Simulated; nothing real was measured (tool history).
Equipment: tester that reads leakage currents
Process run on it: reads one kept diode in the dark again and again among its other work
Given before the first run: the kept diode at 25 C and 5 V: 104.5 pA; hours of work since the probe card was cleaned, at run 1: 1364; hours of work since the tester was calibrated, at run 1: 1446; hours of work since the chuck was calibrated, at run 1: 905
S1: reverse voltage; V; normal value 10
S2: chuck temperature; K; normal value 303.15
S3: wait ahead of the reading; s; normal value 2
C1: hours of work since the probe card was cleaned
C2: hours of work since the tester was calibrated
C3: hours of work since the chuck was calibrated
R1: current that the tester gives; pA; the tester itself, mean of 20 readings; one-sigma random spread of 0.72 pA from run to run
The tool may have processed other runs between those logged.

| run | hour | S1 | S2 | S3 | C1 | C2 | C3 | R1 |
|---|---|---|---|---|---|---|---|---|
| 1 | 0 | 10 | 303.15 | 2 | 1364 | 1446 | 905 | 218.7 |
| 2 | 68.2 | 10 | 303.15 | 2 | 1396 | 1478 | 937 | 218.02 |
| 3 | 129.2 | 1.4 | 303.15 | 2 | 1426 | 1507 | 966 | 67.93 |
| 4 | 202.5 | 1.4 | 303.15 | 2 | 1460 | 1542 | 1001 | 67.71 |
| 5 | 255.3 | 1.4 | 303.15 | 2 | 1486 | 1567 | 1026 | 67.28 |
| 6 | 348.9 | 1.4 | 303.15 | 2 | 1530 | 1612 | 1071 | 67.03 |
| 7 | 396.3 | 1.4 | 303.15 | 2 | 1553 | 1634 | 1094 | 67.09 |
|  | 454.9 | chuck's temperature calibrated |
| 8 | 469.5 | 10 | 303.15 | 4.44 | 1587 | 1668 | 7 | 250.33 |
| 9 | 558.2 | 10 | 303.15 | 4.46 | 1629 | 1710 | 49 | 248.79 |
| 10 | 641.8 | 10 | 303.15 | 2 | 1669 | 1750 | 89 | 248.03 |
| 11 | 705.4 | 10 | 303.15 | 2 | 1699 | 1781 | 119 | 248.86 |
| 12 | 751.7 | 6.6 | 303.15 | 2 | 1721 | 1803 | 141 | 192.97 |
| 13 | 798.8 | 12.2 | 326.15 | 2 | 1743 | 1825 | 164 | 1537.21 |
| 14 | 844 | 2.4 | 299.15 | 1.23 | 1765 | 1847 | 185 | 76.51 |
| 15 | 930.6 | 2.4 | 299.15 | 1.23 | 1806 | 1888 | 226 | 76.06 |
| 16 | 998 | 1.2 | 295.15 | 6.6 | 1838 | 1920 | 259 | 35.82 |
| 17 | 1044.3 | 1.2 | 297.15 | 0.45 | 1860 | 1942 | 281 | 43.11 |
| 18 | 1117.3 | 1.2 | 297.15 | 0.45 | 1895 | 1977 | 315 | 42.7 |
| 19 | 1203 | 8.6 | 306.15 | 6.25 | 1936 | 2017 | 356 | 276.83 |
| 20 | 1276.4 | 14.2 | 313.15 | 0.33 | 1971 | 2052 | 391 | 641.25 |

What does the tool deliver on the next run?
| 21 | 1340.6 | 3.2 | 300.15 | 1.26 | 2001 | 2083 | 422 | ? |

R1: 95.33 pA
With no hidden state in the tool, this same run would have given R1 96.58 pA.

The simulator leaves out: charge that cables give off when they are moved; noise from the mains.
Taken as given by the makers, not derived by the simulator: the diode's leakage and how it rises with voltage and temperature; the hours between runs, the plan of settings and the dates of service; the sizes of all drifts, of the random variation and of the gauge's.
